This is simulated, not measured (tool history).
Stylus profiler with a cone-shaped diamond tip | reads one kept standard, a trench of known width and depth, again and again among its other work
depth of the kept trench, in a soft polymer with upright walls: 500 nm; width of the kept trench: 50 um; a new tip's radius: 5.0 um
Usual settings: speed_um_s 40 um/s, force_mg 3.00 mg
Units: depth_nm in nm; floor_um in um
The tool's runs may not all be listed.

run	hour	speed_um_s	force_mg	depth_nm	floor_um
1	0.0	40	3.00	505.02	44.93
2	11.9	40	3.00	505.21	44.91
3	25.2	40	3.00	505.18	44.91
4	32.5	40	3.00	505.02	44.91
5	41.2	40	3.00	505.12	44.89
6	57.0	40	1.22	502.93	44.74
7	68.3	40	1.22	503.00	44.78
8	77.2	40	1.22	503.04	44.70
9	87.0	40	1.22	503.16	44.78
10	101.2	40	1.22	503.11	44.77
11	111.5	40	1.22	502.89	44.73
12	128.9	40	1.22	503.11	44.76
13	142.2	40	1.22	502.98	44.71
14	152.3	40	3.00	504.98	44.83
15	162.2	40	3.00	505.14	44.82
16	178.0	40	2.46	504.68	44.78
17	191.3	40	2.46	504.48	44.75
18	205.3	40	2.46	504.79	44.77
19	216.7	40	2.46	504.47	44.75

Run 20 comes next. What will it give?
20	232.1	40	2.46	?	?

depth_nm: 504.84 nm
floor_um: 44.74 um
Without the tool's hidden state the same run would have given depth_nm 504.15 nm, floor_um 45.37 um.
